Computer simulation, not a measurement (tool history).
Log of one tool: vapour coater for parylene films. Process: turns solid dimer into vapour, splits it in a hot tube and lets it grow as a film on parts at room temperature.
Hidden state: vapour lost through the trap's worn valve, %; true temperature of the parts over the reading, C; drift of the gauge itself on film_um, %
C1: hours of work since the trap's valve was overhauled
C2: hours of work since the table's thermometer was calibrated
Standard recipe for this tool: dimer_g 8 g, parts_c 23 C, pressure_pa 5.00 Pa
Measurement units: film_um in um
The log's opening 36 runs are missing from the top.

Run 37, hour 426.1: usual settings but parts_c 17 C, pressure_pa 3.98 Pa; C1 575; C2 435. Result: film_um 4.95 um.
At hour 434.8: trap's valve overhauled.
Run 38, hour 445.0: usual settings but dimer_g 4 g, parts_c 28 C, pressure_pa 4.14 Pa; C1 8; C2 447. Result: film_um 2.08 um.
Run 39, hour 454.3: usual settings but dimer_g 5 g, parts_c 21 C; C1 16; C2 455. Result: film_um 2.77 um.
Run 40, hour 467.9: usual settings but dimer_g 3 g, pressure_pa 3.84 Pa; C1 26; C2 465. Result: film_um 1.70 um.
Run 41, hour 479.9: usual settings but dimer_g 13 g, pressure_pa 4.10 Pa; C1 36; C2 475. Result: film_um 7.26 um.
Run 42, hour 495.4: usual settings but dimer_g 5 g, pressure_pa 3.68 Pa; C1 49; C2 487. Result: film_um 2.85 um.
At hour 497.0: gauge calibrated.
Run 43, hour 503.0: usual settings but dimer_g 9 g, parts_c 34 C, pressure_pa 6.78 Pa; C1 55; C2 494. Result: film_um 3.94 um.
Run 44, hour 516.6: usual settings but dimer_g 9 g, parts_c 34 C, pressure_pa 6.78 Pa; C1 65; C2 504. Result: film_um 3.98 um.
Run 45, hour 527.5: usual settings but dimer_g 9 g, parts_c 34 C, pressure_pa 6.78 Pa; C1 74; C2 513. Result: film_um 3.97 um.
Run 46, hour 535.1: usual settings but dimer_g 9 g, parts_c 34 C, pressure_pa 6.78 Pa; C1 80; C2 519. Result: film_um 3.92 um.
Run 47, hour 548.8: usual settings but dimer_g 14 g, parts_c 27 C, pressure_pa 4.30 Pa; C1 91; C2 530. Result: film_um 7.48 um.

What if the next run were any one of these 3? Each begins from the tool's condition after run 47:
Run A, hour 562.7: usual settings but dimer_g 6 g, parts_c 27 C, pressure_pa 4.30 Pa; C1 102; C2 541. Result: film_um ?.
Run B, hour 562.7: usual settings but dimer_g 14 g, parts_c 27 C, pressure_pa 2.79 Pa; C1 102; C2 541. Result: film_um ?.
Run C, hour 562.7: usual settings but dimer_g 5 g, parts_c 16 C, pressure_pa 5.91 Pa; C1 102; C2 541. Result: film_um ?.

run  film_um
  A     3.17
  B     8.09
  C     2.99
With the hidden condition removed and each run's random variation left untouched, the same runs would have given:
run  film_um
  A     3.18
  B     8.12
  C     3.00
